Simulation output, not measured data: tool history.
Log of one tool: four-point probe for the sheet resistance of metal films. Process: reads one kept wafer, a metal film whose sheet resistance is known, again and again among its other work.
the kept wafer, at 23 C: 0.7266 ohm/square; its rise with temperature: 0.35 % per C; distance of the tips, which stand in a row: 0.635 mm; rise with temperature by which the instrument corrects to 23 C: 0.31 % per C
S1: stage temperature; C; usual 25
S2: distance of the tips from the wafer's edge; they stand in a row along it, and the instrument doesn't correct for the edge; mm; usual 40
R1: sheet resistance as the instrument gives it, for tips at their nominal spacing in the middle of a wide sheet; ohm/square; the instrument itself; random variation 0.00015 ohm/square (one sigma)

{"run": 1, "hour": 0.0, "S1": 25, "S2": 40, "R1": 0.722869}
{"run": 2, "hour": 8.4, "S1": 25, "S2": 40, "R1": 0.722864}
{"run": 3, "hour": 23.0, "S1": 25, "S2": 40, "R1": 0.723115}
{"run": 4, "hour": 30.2, "S1": 25, "S2": 40, "R1": 0.722933}
{"run": 5, "hour": 38.1, "S1": 25, "S2": 4, "R1": 0.732852}
{"run": 6, "hour": 55.5, "S1": 23, "S2": 40, "R1": 0.72261}
{"run": 7, "hour": 71.9, "S1": 23, "S2": 22, "R1": 0.722664}
{"run": 8, "hour": 89.3, "S1": 23, "S2": 22, "R1": 0.722698}
{"run": 9, "hour": 103.1, "S1": 23, "S2": 22, "R1": 0.722766}
{"run": 10, "hour": 119.2, "S1": 23, "S2": 22, "R1": 0.722886}
{"run": 11, "hour": 130.2, "S1": 23, "S2": 22, "R1": 0.722904}
{"run": 12, "hour": 145.1, "S1": 23, "S2": 22, "R1": 0.722915}
{"run": 13, "hour": 158.7, "S1": 23, "S2": 22, "R1": 0.722617}
{"run": 14, "hour": 174.0, "S1": 23, "S2": 22, "R1": 0.723053}
{"run": 15, "hour": 181.8, "S1": 23, "S2": 22, "R1": 0.722849}
{"run": 16, "hour": 190.2, "S1": 23, "S2": 22, "R1": 0.722978}
{"run": 17, "hour": 207.7, "S1": 25, "S2": 40, "R1": 0.723443}
{"run": 18, "hour": 217.9, "S1": 25, "S2": 40, "R1": 0.723251}
{"run": 19, "hour": 227.6, "S1": 25, "S2": 40, "R1": 0.723384}
{"run": 20, "hour": 239.3, "S1": 25, "S2": 9, "R1": 0.725421}
{"run": 21, "hour": 255.2, "S1": 25, "S2": 9, "R1": 0.725403}
{"hour": 257.0, "done": "stage's thermometer calibrated"}
{"run": 22, "hour": 265.7, "S1": 25, "S2": 9, "R1": 0.724696}
{"run": 23, "hour": 276.7, "S1": 32, "S2": 21, "R1": 0.724907}
{"run": 24, "hour": 288.6, "S1": 21, "S2": 11, "R1": 0.723193}
{"hour": 296.8, "done": "stage's thermometer calibrated, once more"}
{"run": 25, "hour": 304.4, "S1": 18, "S2": 5, "R1": 0.72844}
{"run": 26, "hour": 314.6, "S1": 18, "S2": 5, "R1": 0.728339}
{"run": 27, "hour": 323.6, "S1": 18, "S2": 5, "R1": 0.728432}
{"run": 28, "hour": 337.5, "S1": 18, "S2": 5, "R1": 0.728455}
{"run": 29, "hour": 351.7, "S1": 18, "S2": 5, "R1": 0.728296}
{"run": 30, "hour": 361.7, "S1": 25, "S2": 4, "R1": 0.733822}
{"run": 31, "hour": 375.8, "S1": 21, "S2": 3, "R1": 0.73954}
{"run": 32, "hour": 383.6, "S1": 20, "S2": 4, "R1": 0.732438}
{"run": 33, "hour": 392.1, "S1": 29, "S2": 49, "R1": 0.725311}
{"run": 34, "hour": 406.9, "S1": 25, "S2": 8, "R1": 0.726681}
{"run": 35, "hour": 414.0, "S1": 25, "S2": 8, "R1": 0.726847}
{"run": 36, "hour": 426.5, "S1": 25, "S2": 8, "R1": 0.726384}
{"run": 37, "hour": 438.5, "S1": 25, "S2": 59, "R1": 0.724247}
{"run": 38, "hour": 454.8, "S1": 27, "S2": 40, "R1": 0.725165}
{"run": 39, "hour": 469.1, "S1": 27, "S2": 40, "R1": 0.724951}
{"run": 40, "hour": 482.6, "S1": 34, "S2": 5, "R1": 0.733026}
{"run": 41, "hour": 496.7, "S1": 34, "S2": 5, "R1": 0.733004}
{"run": 42, "hour": 506.6, "S1": 31, "S2": 4, "R1": 0.73568}
{"run": 43, "hour": 520.7, "S1": 31, "S2": 39, "R1": 0.72611}
{"run": 44, "hour": 534.0, "S1": 31, "S2": 39, "R1": 0.726419}

4 ways to go on from here, each from the tool as it stands after run 44. What would each give?
{"run": "A", "hour": 551.1, "S1": 34, "S2": 10, "R1": "?"}
{"run": "B", "hour": 551.1, "S1": 28, "S2": 25, "R1": "?"}
{"run": "C", "hour": 551.1, "S1": 24, "S2": 40, "R1": "?"}
{"run": "D", "hour": 551.1, "S1": 19, "S2": 40, "R1": "?"}

run=A R1=0.728522
run=B R1=0.725328
run=C R1=0.724470
run=D R1=0.722800
Without the tool's hidden state the same runs would have given:
run=A R1=0.731291
run=B R1=0.728085
run=C R1=0.727224
run=D R1=0.725549
